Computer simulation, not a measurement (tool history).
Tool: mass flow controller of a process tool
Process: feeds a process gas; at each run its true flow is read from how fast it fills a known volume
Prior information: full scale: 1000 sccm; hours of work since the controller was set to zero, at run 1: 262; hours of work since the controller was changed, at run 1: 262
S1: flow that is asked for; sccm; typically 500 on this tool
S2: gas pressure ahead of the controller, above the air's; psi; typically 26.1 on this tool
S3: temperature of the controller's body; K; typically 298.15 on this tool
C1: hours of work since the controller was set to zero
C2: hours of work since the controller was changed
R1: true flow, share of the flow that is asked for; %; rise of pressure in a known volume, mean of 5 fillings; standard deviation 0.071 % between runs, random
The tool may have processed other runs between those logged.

{"run": 1, "hour": 0.0, "S1": 500, "S2": 26.1, "S3": 298.15, "C1": 262, "C2": 262, "R1": 99.57}
{"run": 2, "hour": 58.9, "S1": 516, "S2": 26.1, "S3": 298.15, "C1": 299, "C2": 299, "R1": 99.72}
{"run": 3, "hour": 136.6, "S1": 516, "S2": 26.1, "S3": 298.15, "C1": 348, "C2": 348, "R1": 99.9}
{"run": 4, "hour": 201.6, "S1": 516, "S2": 26.1, "S3": 298.15, "C1": 389, "C2": 389, "R1": 99.99}
{"run": 5, "hour": 280.0, "S1": 500, "S2": 31, "S3": 298.15, "C1": 439, "C2": 439, "R1": 100.25}
{"run": 6, "hour": 365.3, "S1": 500, "S2": 31, "S3": 298.15, "C1": 493, "C2": 493, "R1": 100.42}
{"run": 7, "hour": 421.3, "S1": 500, "S2": 31, "S3": 298.15, "C1": 528, "C2": 528, "R1": 100.45}
{"run": 8, "hour": 484.9, "S1": 500, "S2": 31, "S3": 298.15, "C1": 568, "C2": 568, "R1": 100.65}
{"run": 9, "hour": 526.7, "S1": 500, "S2": 26.1, "S3": 298.15, "C1": 595, "C2": 595, "R1": 100.37}
{"run": 10, "hour": 616.1, "S1": 500, "S2": 26.1, "S3": 298.15, "C1": 651, "C2": 651, "R1": 100.43}
{"run": 11, "hour": 678.9, "S1": 996, "S2": 26.1, "S3": 298.15, "C1": 691, "C2": 691, "R1": 101.06}
{"run": 12, "hour": 733.0, "S1": 996, "S2": 26.1, "S3": 298.15, "C1": 725, "C2": 725, "R1": 100.92}
{"run": 13, "hour": 773.6, "S1": 996, "S2": 26.1, "S3": 298.15, "C1": 750, "C2": 750, "R1": 101.14}
{"run": 14, "hour": 834.6, "S1": 500, "S2": 23.8, "S3": 294.15, "C1": 789, "C2": 789, "R1": 100.93}
{"run": 15, "hour": 927.3, "S1": 500, "S2": 23.8, "S3": 294.15, "C1": 847, "C2": 847, "R1": 101.38}
{"run": 16, "hour": 979.7, "S1": 500, "S2": 23.8, "S3": 294.15, "C1": 880, "C2": 880, "R1": 101.12}
{"run": 17, "hour": 1064.0, "S1": 500, "S2": 23.8, "S3": 294.15, "C1": 934, "C2": 934, "R1": 101.17}
{"run": 18, "hour": 1117.0, "S1": 500, "S2": 23.8, "S3": 294.15, "C1": 967, "C2": 967, "R1": 101.48}
{"run": 19, "hour": 1169.1, "S1": 500, "S2": 23.8, "S3": 294.15, "C1": 1000, "C2": 1000, "R1": 101.47}
{"run": 20, "hour": 1208.8, "S1": 500, "S2": 23.8, "S3": 294.15, "C1": 1025, "C2": 1025, "R1": 101.5}
{"run": 21, "hour": 1290.5, "S1": 520, "S2": 26.1, "S3": 302.15, "C1": 1077, "C2": 1077, "R1": 101.48}
{"run": 22, "hour": 1344.6, "S1": 473, "S2": 26.1, "S3": 301.15, "C1": 1111, "C2": 1111, "R1": 101.4}
{"run": 23, "hour": 1412.5, "S1": 473, "S2": 26.1, "S3": 307.15, "C1": 1154, "C2": 1154, "R1": 101.41}
{"run": 24, "hour": 1497.0, "S1": 346, "S2": 26.1, "S3": 295.15, "C1": 1207, "C2": 1207, "R1": 101.96}
{"run": 25, "hour": 1540.5, "S1": 346, "S2": 26.1, "S3": 295.15, "C1": 1234, "C2": 1234, "R1": 102.08}
{"hour": 1554.4, "done": "gauge calibrated"}
{"run": 26, "hour": 1611.6, "S1": 188, "S2": 29.3, "S3": 312.15, "C1": 1279, "C2": 1279, "R1": 99.22}

Here are 4 independent what-if runs from the current tool condition. What would each one return?
{"run": "A", "hour": 1655.6, "S1": 131, "S2": 29.3, "S3": 300.15, "C1": 1307, "C2": 1307, "R1": "?"}
{"run": "B", "hour": 1655.6, "S1": 500, "S2": 39.6, "S3": 298.15, "C1": 1307, "C2": 1307, "R1": "?"}
{"run": "C", "hour": 1655.6, "S1": 188, "S2": 38.4, "S3": 312.15, "C1": 1307, "C2": 1307, "R1": "?"}
{"run": "D", "hour": 1655.6, "S1": 277, "S2": 37.6, "S3": 303.15, "C1": 1307, "C2": 1307, "R1": "?"}

run=A R1=99.53
run=B R1=100.29
run=C R1=99.63
run=D R1=99.94
Without the tool's hidden state the same runs would have given:
run=A R1=99.37
run=B R1=100.14
run=C R1=99.47
run=D R1=99.78

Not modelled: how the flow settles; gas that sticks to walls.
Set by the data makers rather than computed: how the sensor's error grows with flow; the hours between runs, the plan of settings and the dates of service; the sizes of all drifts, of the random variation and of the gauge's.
